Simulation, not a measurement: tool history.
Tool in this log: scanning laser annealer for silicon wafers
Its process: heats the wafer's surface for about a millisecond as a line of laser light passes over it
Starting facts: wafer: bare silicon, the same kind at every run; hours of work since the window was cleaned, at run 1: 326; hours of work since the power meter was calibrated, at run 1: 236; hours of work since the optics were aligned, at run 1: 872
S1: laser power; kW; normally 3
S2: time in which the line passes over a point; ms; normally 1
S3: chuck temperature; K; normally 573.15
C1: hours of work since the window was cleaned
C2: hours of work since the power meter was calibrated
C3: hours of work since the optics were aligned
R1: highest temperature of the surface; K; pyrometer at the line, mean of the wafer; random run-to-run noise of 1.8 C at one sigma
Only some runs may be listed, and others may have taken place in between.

| run | hour | S1 | S2 | S3 | C1 | C2 | C3 | R1 |
|---|---|---|---|---|---|---|---|---|
| 1 | 0 | 3 | 1 | 573.15 | 326 | 236 | 872 | 1318.15 |
| 2 | 12.8 | 3 | 1 | 573.15 | 336 | 246 | 882 | 1314.15 |
| 3 | 27.7 | 3 | 1.17 | 573.15 | 348 | 258 | 894 | 1382.15 |
| 4 | 42.7 | 3 | 1 | 607.15 | 360 | 270 | 906 | 1349.15 |
| 5 | 57.8 | 3 | 1 | 607.15 | 372 | 282 | 918 | 1348.15 |
| 6 | 67.1 | 3 | 1 | 607.15 | 379 | 289 | 925 | 1348.15 |
| 7 | 83.8 | 3 | 1 | 607.15 | 392 | 302 | 938 | 1345.15 |
| 8 | 90.8 | 3 | 1 | 607.15 | 398 | 308 | 944 | 1346.15 |
| 9 | 102.3 | 3 | 1 | 607.15 | 407 | 317 | 953 | 1346.15 |
| 10 | 117.3 | 3 | 1 | 607.15 | 419 | 329 | 965 | 1347.15 |
| 11 | 127.1 | 3 | 1 | 607.15 | 426 | 337 | 972 | 1343.15 |
| 12 | 140.1 | 3.262 | 1 | 607.15 | 437 | 347 | 983 | 1411.15 |
| 13 | 156.7 | 3 | 1 | 587.15 | 450 | 360 | 996 | 1322.15 |
| 14 | 167.9 | 3 | 1 | 587.15 | 459 | 369 | 1005 | 1321.15 |
| 15 | 179.2 | 3 | 0.77 | 587.15 | 468 | 378 | 1014 | 1226.15 |
| 16 | 191 | 3 | 0.77 | 587.15 | 477 | 387 | 1023 | 1221.15 |
| 17 | 199.3 | 3 | 1.15 | 573.15 | 483 | 394 | 1029 | 1363.15 |
| 18 | 214.2 | 2.868 | 1 | 568.15 | 495 | 405 | 1041 | 1268.15 |
| 19 | 223.7 | 2.868 | 1 | 568.15 | 503 | 413 | 1049 | 1268.15 |
| 20 | 231.4 | 3.164 | 1 | 567.15 | 509 | 419 | 1055 | 1340.15 |
|  | 250.3 | optics aligned, line set to its width |
| 21 | 252.1 | 3.164 | 0.97 | 537.15 | 521 | 431 | 1 | 1307.15 |
| 22 | 266.2 | 3.164 | 0.97 | 537.15 | 532 | 443 | 13 | 1305.15 |
| 23 | 281.5 | 3.164 | 0.97 | 537.15 | 544 | 455 | 25 | 1303.15 |
| 24 | 298.2 | 2.991 | 1.02 | 570.15 | 558 | 468 | 38 | 1317.15 |
| 25 | 313.7 | 2.836 | 1.04 | 573.15 | 570 | 480 | 50 | 1287.15 |
| 26 | 326.4 | 2.704 | 1.13 | 586.15 | 580 | 490 | 60 | 1297.15 |

Pick out some run-to-run changes in R1. Of each, how much would a tool without hidden state show as well, from the settings, what came in and chance, and how much is left for the hidden state and any gauge scatter not in both results compared?
Hidden conditions of the tool in this case: light that passes the window, % of a clean one's; laser's true power over the reading, %; width of the line over the set one, %; drift of the gauge itself on peak_c, C.
Run 14 -> 15: S2 1 -> 0.77. R1 -95 K: hidden state +4, all else -99.
Run 16 -> 17: S2 0.77 -> 1.15, S3 587.15 -> 573.15. R1 +142 K: hidden state -9, all else +151.
Run 20 -> 21: S2 1 -> 0.97, S3 567.15 -> 537.15, optics aligned, line set to its width. R1 -33 K: hidden state +9, all else -42.

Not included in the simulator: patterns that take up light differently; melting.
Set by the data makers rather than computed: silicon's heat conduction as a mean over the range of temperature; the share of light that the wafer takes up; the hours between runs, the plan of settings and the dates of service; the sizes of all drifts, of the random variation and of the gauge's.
